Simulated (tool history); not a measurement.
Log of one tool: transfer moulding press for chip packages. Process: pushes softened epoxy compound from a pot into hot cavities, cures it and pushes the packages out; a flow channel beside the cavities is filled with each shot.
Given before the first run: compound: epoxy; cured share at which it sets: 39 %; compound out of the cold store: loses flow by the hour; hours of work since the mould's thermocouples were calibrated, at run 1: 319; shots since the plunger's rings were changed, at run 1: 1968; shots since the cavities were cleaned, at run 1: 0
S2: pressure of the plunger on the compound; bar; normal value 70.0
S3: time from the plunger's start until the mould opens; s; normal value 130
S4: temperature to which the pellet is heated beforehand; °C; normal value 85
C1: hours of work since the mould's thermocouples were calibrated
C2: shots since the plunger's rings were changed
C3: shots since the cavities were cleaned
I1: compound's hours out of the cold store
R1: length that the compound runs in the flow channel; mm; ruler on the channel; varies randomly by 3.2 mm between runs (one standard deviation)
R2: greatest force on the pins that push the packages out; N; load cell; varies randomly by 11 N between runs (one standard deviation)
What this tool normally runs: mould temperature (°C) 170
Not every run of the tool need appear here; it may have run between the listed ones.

run 1 hour=0.0 | mould_temperature_(°C)=170 S2=70.0 S3=130 S4=85 | C1=319 C2=1968 C3=0 | I1=20.7 | R1=704 R2=481
run 2 hour=38.1 | mould_temperature_(°C)=170 S2=70.0 S3=130 S4=85 | C1=346 C2=2335 C3=367 | I1=18.2 | R1=718 R2=758
run 3 hour=75.1 | mould_temperature_(°C)=170 S2=70.0 S3=130 S4=85 | C1=373 C2=2691 C3=723 | I1=47.4 | R1=614 R2=853
-- hour=93.0 cavities cleaned with cleaning compound and waxed
run 4 hour=100.4 | mould_temperature_(°C)=170 S2=70.0 S3=130 S4=85 | C1=390 C2=2920 C3=71 | I1=27.5 | R1=678 R2=556
-- hour=133.1 plunger's sealing rings changed
run 5 hour=137.2 | mould_temperature_(°C)=170 S2=70.0 S3=168 S4=85 | C1=414 C2=41 C3=403 | I1=10.9 | R1=757 R2=651
run 6 hour=167.8 | mould_temperature_(°C)=170 S2=70.0 S3=168 S4=85 | C1=436 C2=334 C3=696 | I1=27.3 | R1=696 R2=721
-- hour=185.9 cavities cleaned with cleaning compound and waxed
run 7 hour=195.3 | mould_temperature_(°C)=170 S2=60.4 S3=168 S4=85 | C1=454 C2=585 C3=90 | I1=35.7 | R1=619 R2=459
run 8 hour=224.5 | mould_temperature_(°C)=170 S2=60.4 S3=168 S4=85 | C1=475 C2=867 C3=372 | I1=21.7 | R1=656 R2=613
-- hour=256.8 mould's thermocouples calibrated
run 9 hour=270.4 | mould_temperature_(°C)=170 S2=70.0 S3=130 S4=85 | C1=10 C2=1289 C3=794 | I1=17.7 | R1=724 R2=880
-- hour=279.0 cavities cleaned with cleaning compound and waxed
run 10 hour=318.5 | mould_temperature_(°C)=170 S2=58.2 S3=130 S4=85 | C1=43 C2=1738 C3=380 | I1=21.1 | R1=650 R2=744
run 11 hour=355.3 | mould_temperature_(°C)=170 S2=58.2 S3=130 S4=85 | C1=69 C2=2092 C3=734 | I1=11.6 | R1=674 R2=902
-- hour=370.7 cavities cleaned with cleaning compound and waxed
run 12 hour=395.1 | mould_temperature_(°C)=170 S2=58.2 S3=130 S4=85 | C1=96 C2=2461 C3=235 | I1=11.8 | R1=673 R2=680
run 13 hour=423.7 | mould_temperature_(°C)=170 S2=58.2 S3=163 S4=85 | C1=117 C2=2737 C3=511 | I1=36.8 | R1=594 R2=669
-- hour=462.8 cavities cleaned with cleaning compound and waxed
run 14 hour=464.1 | mould_temperature_(°C)=170 S2=70.0 S3=130 S4=85 | C1=144 C2=3111 C3=12 | I1=11.8 | R1=734 R2=543
-- hour=477.1 plunger's sealing rings changed
run 15 hour=512.8 | mould_temperature_(°C)=171 S2=86.5 S3=145 S4=80 | C1=177 C2=344 C3=458 | I1=31.7 | R1=756 R2=671
-- hour=558.7 cavities cleaned with cleaning compound and waxed
run 16 hour=558.7 | mould_temperature_(°C)=171 S2=86.5 S3=145 S4=80 | C1=209 C2=772 C3=0 | I1=41.1 | R1=718 R2=430
run 17 hour=585.9 | mould_temperature_(°C)=171 S2=57.4 S3=158 S4=80 | C1=228 C2=1033 C3=261 | I1=14.1 | R1=661 R2=562
run 18 hour=629.2 | mould_temperature_(°C)=171 S2=57.4 S3=158 S4=80 | C1=259 C2=1451 C3=679 | I1=38.9 | R1=590 R2=711
-- hour=652.0 cavities cleaned with cleaning compound and waxed
run 19 hour=670.5 | mould_temperature_(°C)=175 S2=57.4 S3=158 S4=86 | C1=288 C2=1834 C3=179 | I1=27.3 | R1=611 R2=505
run 20 hour=696.7 | mould_temperature_(°C)=175 S2=57.4 S3=158 S4=86 | C1=306 C2=2086 C3=431 | I1=10.7 | R1=669 R2=592
run 21 hour=735.2 | mould_temperature_(°C)=175 S2=85.7 S3=158 S4=76 | C1=334 C2=2457 C3=802 | I1=33.5 | R1=721 R2=706
-- hour=745.9 cavities cleaned with cleaning compound and waxed
run 22 hour=778.0 | mould_temperature_(°C)=168 S2=63.2 S3=137 S4=76 | C1=363 C2=2855 C3=310 | I1=42.4 | R1=606 R2=734
run 23 hour=805.0 | mould_temperature_(°C)=168 S2=77.0 S3=149 S4=85 | C1=382 C2=3115 C3=570 | I1=40.4 | R1=665 R2=715
-- hour=817.3 plunger's sealing rings changed
-- hour=841.7 cavities cleaned with cleaning compound and waxed
run 24 hour=855.6 | mould_temperature_(°C)=168 S2=77.0 S3=149 S4=85 | C1=415 C2=354 C3=134 | I1=8.4 | R1=814 R2=588
run 25 hour=890.0 | mould_temperature_(°C)=168 S2=77.0 S3=149 S4=85 | C1=440 C2=685 C3=465 | I1=10.1 | R1=795 R2=760
run 26 hour=926.9 | mould_temperature_(°C)=170 S2=76.0 S3=130 S4=77 | C1=466 C2=1042 C3=822 | I1=29.3 | R1=710 R2=906
-- hour=933.7 cavities cleaned with cleaning compound and waxed
run 27 hour=968.2 | mould_temperature_(°C)=170 S2=70.0 S3=131 S4=85 | C1=495 C2=1425 C3=332 | I1=11.2 | R1=742 R2=785

Alternative continuations, all from the tool just after run 27; predict every row:
-- hour=974.3 mould's thermocouples calibrated
run A hour=1011.2 | mould_temperature_(°C)=170 S2=60.3 S3=160 S4=94 | C1=26 C2=1820 C3=727 | I1=41.0 | R1=? R2=?
-- hour=974.3 mould's thermocouples calibrated
run B hour=1011.2 | mould_temperature_(°C)=170 S2=70.0 S3=130 S4=88 | C1=26 C2=1820 C3=727 | I1=12.8 | R1=? R2=?
-- hour=974.3 mould's thermocouples calibrated
run C hour=1011.2 | mould_temperature_(°C)=170 S2=70.0 S3=139 S4=81 | C1=26 C2=1820 C3=727 | I1=29.6 | R1=? R2=?
-- hour=974.3 mould's thermocouples calibrated
run D hour=1011.2 | mould_temperature_(°C)=170 S2=56.0 S3=130 S4=85 | C1=26 C2=1820 C3=727 | I1=14.9 | R1=? R2=?
-- hour=974.3 mould's thermocouples calibrated
run E hour=1011.2 | mould_temperature_(°C)=170 S2=62.6 S3=131 S4=85 | C1=26 C2=1820 C3=727 | I1=45.4 | R1=? R2=?

run=A R1=593 R2=726
run=B R1=741 R2=891
run=C R1=675 R2=810
run=D R1=655 R2=874
run=E R1=594 R2=817
Stripped of hidden state, with their random variation kept, the same runs would have yielded:
run=A R1=603 R2=409
run=B R1=753 R2=498
run=C R1=686 R2=454
run=D R1=665 R2=484
run=E R1=603 R2=455

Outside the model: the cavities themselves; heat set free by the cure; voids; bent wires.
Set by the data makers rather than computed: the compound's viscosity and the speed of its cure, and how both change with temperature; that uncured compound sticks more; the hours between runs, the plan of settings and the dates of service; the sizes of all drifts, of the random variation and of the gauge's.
